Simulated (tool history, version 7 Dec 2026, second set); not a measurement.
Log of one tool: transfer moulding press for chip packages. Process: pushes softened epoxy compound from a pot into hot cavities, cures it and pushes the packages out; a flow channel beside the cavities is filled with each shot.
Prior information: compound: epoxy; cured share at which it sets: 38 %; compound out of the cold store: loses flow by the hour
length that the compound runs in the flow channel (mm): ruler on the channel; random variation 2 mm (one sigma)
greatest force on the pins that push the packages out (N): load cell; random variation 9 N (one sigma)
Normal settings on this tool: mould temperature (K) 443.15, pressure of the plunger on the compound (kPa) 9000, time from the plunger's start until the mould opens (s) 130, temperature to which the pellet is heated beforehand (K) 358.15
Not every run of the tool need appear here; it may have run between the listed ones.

run	hour	mould temperature (K)	pressure of the plunger on the compound (kPa)	time from the plunger's start until the mould opens (s)	temperature to which the pellet is heated beforehand (K)	incoming compound's hours out of the cold store	length that the compound runs in the flow channel (mm)	greatest force on the pins that push the packages out (N)
1	0	443.15	9000	130	358.15	44.9	482	452
# hour 22.2: plunger's sealing rings changed
# hour 73.3: cavities cleaned with cleaning compound and waxed
2	83.1	443.15	9000	130	358.15	15	593	740
# hour 151.4: cavities cleaned with cleaning compound and waxed
3	158.9	442.15	9000	130	358.15	30.8	538	482
# hour 232.6: cavities cleaned with cleaning compound and waxed
4	236.8	442.15	9000	130	358.15	38	512	464
# hour 314.4: cavities cleaned with cleaning compound and waxed
5	320.9	443.15	9000	162	358.15	20.8	562	394
6	370.2	443.15	9000	160	358.15	13.2	585	518
# hour 390.9: cavities cleaned with cleaning compound and waxed
# hour 434.1: plunger's sealing rings changed
7	434.1	443.15	9000	160	358.15	14.3	597	528
# hour 470.7: cavities cleaned with cleaning compound and waxed
# hour 483.3: cavities cleaned with cleaning compound and waxed, once more
8	523.1	443.15	9000	130	358.15	8.8	612	629
# hour 542.7: mould's thermocouples calibrated
# hour 565.7: cavities cleaned with cleaning compound and waxed
9	578.4	443.15	9000	130	358.15	45	489	454
10	621	443.15	9000	130	358.15	39.7	505	589
# hour 647.2: cavities cleaned with cleaning compound and waxed
11	662.2	443.15	9000	126	358.15	17.8	571	518
# hour 727: cavities cleaned with cleaning compound and waxed
12	752.7	443.15	9000	126	358.15	15.9	574	582
# hour 809.1: cavities cleaned with cleaning compound and waxed
13	831.6	443.15	9000	130	362.15	47.2	473	506
# hour 850.1: plunger's sealing rings changed
# hour 890.9: cavities cleaned with cleaning compound and waxed
14	894	443.15	9000	130	366.15	28.5	543	416
# hour 968.5: cavities cleaned with cleaning compound and waxed
15	970.4	439.15	9000	130	358.15	45.4	499	501
# hour 1047: cavities cleaned with cleaning compound and waxed
16	1047	440.15	7110	156	362.15	34.8	465	375
# hour 1125: cavities cleaned with cleaning compound and waxed
17	1130.1	443.15	7750	148	358.15	42.3	456	392
18	1183.4	443.15	7750	148	358.15	10.6	548	566
# hour 1205.5: cavities cleaned with cleaning compound and waxed
19	1221.5	438.15	7750	123	358.15	35.7	482	719
# hour 1262.7: plunger's sealing rings changed
20	1282.5	443.15	9000	127	358.15	36.4	522	664
# hour 1291.1: cavities cleaned with cleaning compound and waxed
# hour 1368: cavities cleaned with cleaning compound and waxed
21	1374.5	439.15	8510	112	351.15	18.2	567	838
# hour 1450.4: cavities cleaned with cleaning compound and waxed
22	1454.9	439.15	8510	112	351.15	39.3	496	714
# hour 1510.7: mould's thermocouples calibrated
# hour 1529.6: cavities cleaned with cleaning compound and waxed
23	1535	443.15	9000	122	354.15	44.8	487	471
24	1572.5	443.15	9000	122	354.15	34.7	515	662
# hour 1607.6: cavities cleaned with cleaning compound and waxed
25	1644.9	443.15	9000	122	354.15	39.9	495	639

4 options for the next run, each taken on its own from the tool as it stands now. Forecast them:
# hour 1676.9: plunger's sealing rings changed
# hour 1691.9: cavities cleaned with cleaning compound and waxed
A	1706.5	435.15	6980	148	354.15	15.7	?	?
# hour 1676.9: plunger's sealing rings changed
# hour 1691.9: cavities cleaned with cleaning compound and waxed
B	1706.5	443.15	9000	132	358.15	42.5	?	?
# hour 1676.9: plunger's sealing rings changed
# hour 1691.9: cavities cleaned with cleaning compound and waxed
C	1706.5	443.15	7450	130	358.15	8.6	?	?
# hour 1676.9: plunger's sealing rings changed
# hour 1691.9: cavities cleaned with cleaning compound and waxed
D	1706.5	442.15	9000	122	356.15	27.1	?	?

run	length that the compound runs in the flow channel (mm)	greatest force on the pins that push the packages out (N)
A	535	674
B	505	471
C	565	527
D	556	582
The same runs, with their run-to-run variation unchanged, on a tool lacking any hidden condition would have given:
run	length that the compound runs in the flow channel (mm)	greatest force on the pins that push the packages out (N)
A	537	553
B	506	389
C	567	433
D	558	478

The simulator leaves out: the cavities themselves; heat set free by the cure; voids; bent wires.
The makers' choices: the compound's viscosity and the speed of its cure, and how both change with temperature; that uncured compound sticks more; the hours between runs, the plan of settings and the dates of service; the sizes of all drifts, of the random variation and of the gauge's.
